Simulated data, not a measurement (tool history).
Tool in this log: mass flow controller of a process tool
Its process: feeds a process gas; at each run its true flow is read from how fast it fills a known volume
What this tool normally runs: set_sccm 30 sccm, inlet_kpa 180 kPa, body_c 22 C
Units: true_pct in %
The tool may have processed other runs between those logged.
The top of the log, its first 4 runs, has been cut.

| run | hour | set_sccm | inlet_kpa | body_c | hours of work since the controller was set to zero | hours of work since the controller was changed | true_pct |
|---|---|---|---|---|---|---|---|
| 5 | 796.3 | 30 | 180 | 22 | 4255 | 4255 | 98.33 |
| 6 | 1042.0 | 30 | 180 | 22 | 4356 | 4356 | 98.25 |
| 7 | 1170.0 | 30 | 180 | 22 | 4408 | 4408 | 98.29 |
| 8 | 1372.6 | 30 | 180 | 22 | 4491 | 4491 | 98.27 |
|  | 1598.3 | controller's zero set anew |
| 9 | 1599.6 | 30 | 180 | 22 | 1 | 4584 | 98.43 |
| 10 | 1849.0 | 30 | 180 | 22 | 103 | 4687 | 98.20 |
| 11 | 2025.9 | 30 | 180 | 22 | 175 | 4759 | 98.26 |
| 12 | 2226.0 | 30 | 180 | 22 | 257 | 4841 | 98.27 |
| 13 | 2349.3 | 30 | 180 | 22 | 308 | 4892 | 98.24 |
| 14 | 2619.5 | 30 | 180 | 22 | 419 | 5003 | 98.32 |
| 15 | 2804.8 | 30 | 180 | 22 | 495 | 5079 | 98.44 |
| 16 | 3073.8 | 30 | 180 | 22 | 605 | 5189 | 98.33 |
| 17 | 3247.0 | 30 | 180 | 21 | 676 | 5260 | 98.22 |
| 18 | 3428.0 | 30 | 180 | 32 | 750 | 5334 | 98.59 |
| 19 | 3697.0 | 67 | 180 | 22 | 861 | 5444 | 99.26 |
| 20 | 3829.9 | 67 | 180 | 22 | 915 | 5499 | 99.12 |
| 21 | 3973.9 | 67 | 180 | 22 | 974 | 5558 | 99.07 |
| 22 | 4103.8 | 30 | 180 | 21 | 1027 | 5611 | 98.26 |
| 23 | 4306.2 | 73 | 260 | 27 | 1110 | 5694 | 99.13 |

Predict the results of run 24:
| 24 | 4576.7 | 73 | 260 | 27 | 1221 | 5805 | ? |

{"run 24": {"true_pct": 99.1}}
Were there no unlogged condition in the tool, this run, its random variation unchanged, would have produced true_pct 99.09 %.

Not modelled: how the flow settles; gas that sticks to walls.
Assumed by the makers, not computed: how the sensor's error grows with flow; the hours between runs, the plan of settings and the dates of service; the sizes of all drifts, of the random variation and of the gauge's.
